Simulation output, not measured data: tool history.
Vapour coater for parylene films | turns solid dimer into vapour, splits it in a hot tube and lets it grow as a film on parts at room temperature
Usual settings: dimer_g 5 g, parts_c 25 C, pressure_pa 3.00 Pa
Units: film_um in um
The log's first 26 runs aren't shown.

run	hour	dimer_g	parts_c	pressure_pa	film_um
# hour 1046.4: table's thermometer calibrated
# hour 1095.1: trap's valve overhauled
27	1098.3	5	29	6.17	0.80
# hour 1140.1: table's thermometer calibrated, once more
28	1147.4	4	18	6.17	1.03
29	1173.3	4	18	6.17	1.01
30	1214.2	2	26	6.17	0.33
31	1253.0	2	33	8.92	0.24
32	1298.2	2	25	8.92	0.36
33	1349.3	2	27	3.00	0.33
34	1378.2	2	27	3.00	0.34
35	1426.3	3	21	3.28	0.66
# hour 1439.6: trap's valve overhauled
36	1476.5	8	24	6.81	1.55
37	1525.1	8	24	6.81	1.53
38	1557.3	8	24	6.81	1.55
39	1595.7	5	25	4.09	0.95
40	1619.1	5	25	4.09	0.92
41	1651.9	5	29	2.47	0.79

Forecast each of these 3 alternatives for the next run:
A	1678.8	5	29	9.47	?
B	1678.8	5	25	3.76	?
C	1678.8	7	35	3.00	?

run	film_um
A	0.71
B	0.92
C	0.84
Without the tool's hidden state the same runs would have given:
run	film_um
A	0.76
B	0.99
C	0.90
